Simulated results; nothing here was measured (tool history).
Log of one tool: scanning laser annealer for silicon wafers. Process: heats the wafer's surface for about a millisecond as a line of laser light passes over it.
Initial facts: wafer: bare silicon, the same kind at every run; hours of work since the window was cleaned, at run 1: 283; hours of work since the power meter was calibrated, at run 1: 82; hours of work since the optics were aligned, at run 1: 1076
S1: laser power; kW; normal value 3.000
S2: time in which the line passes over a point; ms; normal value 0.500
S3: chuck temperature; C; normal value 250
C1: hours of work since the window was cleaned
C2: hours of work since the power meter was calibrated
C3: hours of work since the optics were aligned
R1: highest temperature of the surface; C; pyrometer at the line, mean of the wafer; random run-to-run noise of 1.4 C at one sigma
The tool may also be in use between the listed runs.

run 1 hour=0.0 | S1=3.000 S2=0.500 S3=250 | C1=283 C2=82 C3=1076 | R1=974
run 2 hour=5.5 | S1=3.000 S2=0.500 S3=250 | C1=287 C2=86 C3=1080 | R1=975
run 3 hour=12.8 | S1=3.000 S2=0.500 S3=250 | C1=293 C2=91 C3=1086 | R1=975
run 4 hour=17.8 | S1=3.000 S2=0.500 S3=250 | C1=296 C2=95 C3=1089 | R1=975
run 5 hour=26.7 | S1=3.000 S2=0.500 S3=250 | C1=303 C2=101 C3=1096 | R1=975
run 6 hour=36.7 | S1=3.000 S2=0.500 S3=284 | C1=310 C2=109 C3=1103 | R1=1009
run 7 hour=44.2 | S1=3.000 S2=0.500 S3=284 | C1=315 C2=114 C3=1108 | R1=1007
run 8 hour=51.0 | S1=3.000 S2=0.500 S3=250 | C1=320 C2=119 C3=1113 | R1=973
run 9 hour=58.5 | S1=3.002 S2=0.500 S3=250 | C1=325 C2=124 C3=1118 | R1=974
run 10 hour=70.3 | S1=3.002 S2=0.500 S3=250 | C1=334 C2=133 C3=1127 | R1=974
run 11 hour=77.9 | S1=3.002 S2=0.500 S3=250 | C1=339 C2=138 C3=1132 | R1=976
-- hour=89.9 window over the wafer cleaned
run 12 hour=91.5 | S1=3.002 S2=0.398 S3=250 | C1=1 C2=146 C3=1140 | R1=905
run 13 hour=102.5 | S1=3.000 S2=0.500 S3=250 | C1=9 C2=154 C3=1148 | R1=975
run 14 hour=111.7 | S1=3.000 S2=0.500 S3=250 | C1=16 C2=161 C3=1155 | R1=975
run 15 hour=118.1 | S1=3.000 S2=0.500 S3=250 | C1=20 C2=165 C3=1159 | R1=975
run 16 hour=129.9 | S1=3.000 S2=0.500 S3=250 | C1=29 C2=174 C3=1168 | R1=975
run 17 hour=140.7 | S1=3.279 S2=0.403 S3=250 | C1=36 C2=181 C3=1176 | R1=973
run 18 hour=147.6 | S1=2.944 S2=0.381 S3=257 | C1=41 C2=186 C3=1181 | R1=884
run 19 hour=159.9 | S1=2.944 S2=0.381 S3=257 | C1=50 C2=195 C3=1189 | R1=885
run 20 hour=169.8 | S1=2.947 S2=0.500 S3=262 | C1=57 C2=202 C3=1196 | R1=975
run 21 hour=177.5 | S1=2.858 S2=0.500 S3=250 | C1=63 C2=208 C3=1202 | R1=936
run 22 hour=186.3 | S1=2.858 S2=0.500 S3=250 | C1=69 C2=214 C3=1208 | R1=937
run 23 hour=193.1 | S1=2.858 S2=0.500 S3=254 | C1=74 C2=219 C3=1213 | R1=942
run 24 hour=204.3 | S1=3.265 S2=0.394 S3=212 | C1=82 C2=227 C3=1221 | R1=922
run 25 hour=214.9 | S1=3.265 S2=0.394 S3=212 | C1=89 C2=235 C3=1229 | R1=922
run 26 hour=223.4 | S1=3.265 S2=0.552 S3=283 | C1=95 C2=241 C3=1235 | R1=1113
run 27 hour=232.3 | S1=3.265 S2=0.552 S3=283 | C1=102 C2=247 C3=1241 | R1=1111
run 28 hour=238.9 | S1=2.871 S2=0.500 S3=250 | C1=107 C2=252 C3=1246 | R1=941
run 29 hour=244.3 | S1=2.871 S2=0.500 S3=250 | C1=110 C2=256 C3=1250 | R1=940
run 30 hour=253.9 | S1=3.000 S2=0.531 S3=271 | C1=117 C2=262 C3=1257 | R1=1013
run 31 hour=264.5 | S1=3.108 S2=0.420 S3=271 | C1=125 C2=270 C3=1264 | R1=966
run 32 hour=276.5 | S1=2.954 S2=0.414 S3=273 | C1=133 C2=279 C3=1273 | R1=923

Alternative continuations, all from the tool just after run 32; predict every row:
run A hour=286.6 | S1=3.000 S2=0.503 S3=223 | C1=141 C2=286 C3=1280 | R1=?
run B hour=286.6 | S1=2.857 S2=0.365 S3=250 | C1=141 C2=286 C3=1280 | R1=?
run C hour=286.6 | S1=2.643 S2=0.414 S3=283 | C1=141 C2=286 C3=1280 | R1=?
run D hour=286.6 | S1=2.972 S2=0.477 S3=273 | C1=141 C2=286 C3=1280 | R1=?

run=A R1=950
run=B R1=847
run=C R1=865
run=D R1=976
What these runs would have given with no unlogged condition in the tool:
run=A R1=950
run=B R1=847
run=C R1=865
run=D R1=977
